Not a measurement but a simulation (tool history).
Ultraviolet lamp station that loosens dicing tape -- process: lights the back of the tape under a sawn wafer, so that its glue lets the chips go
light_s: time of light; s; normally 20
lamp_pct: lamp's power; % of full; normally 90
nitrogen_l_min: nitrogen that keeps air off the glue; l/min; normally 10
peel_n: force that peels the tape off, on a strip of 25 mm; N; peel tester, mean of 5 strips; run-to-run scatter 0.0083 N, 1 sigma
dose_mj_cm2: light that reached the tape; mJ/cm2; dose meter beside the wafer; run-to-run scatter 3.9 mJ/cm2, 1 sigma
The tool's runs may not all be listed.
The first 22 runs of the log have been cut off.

run,hour,light_s,lamp_pct,nitrogen_l_min,hours of work of the lamp,hours of work since the window was cleaned,peel_n,dose_mj_cm2
23,830.4,21,76,16,167,108,0.421,536
24,879.0,11,70,6,189,131,2.599,255
25,921.4,22,88,4,209,151,0.596,625
26,963.6,22,88,4,229,171,0.602,620
27,1014.9,22,88,5,254,195,0.554,613
28,1044.6,22,63,20,268,209,0.596,427
29,1075.3,27,78,10,282,223,0.348,652
30,1107.3,27,86,18,297,238,0.257,704
31,1142.4,14,81,11,314,255,1.224,348
32,1197.3,14,81,11,340,281,1.235,335
33,1227.4,26,98,7,354,295,0.335,750
34,1277.2,26,98,7,377,318,0.308,740
35,1317.8,26,98,7,396,338,0.339,729

Predict each of these 3 candidate next runs independently; none follows another, all start after run 35:
A,1348.3,28,90,10,411,352,?,?
B,1348.3,16,79,17,411,352,?,?
C,1348.3,39,98,8,411,352,?,?

run,peel_n,dose_mj_cm2
A,0.302,708
B,1.019,354
C,0.224,1072
Without the tool's hidden state the same runs would have given:
run,peel_n,dose_mj_cm2
A,0.230,942
B,0.553,471
C,0.214,1426
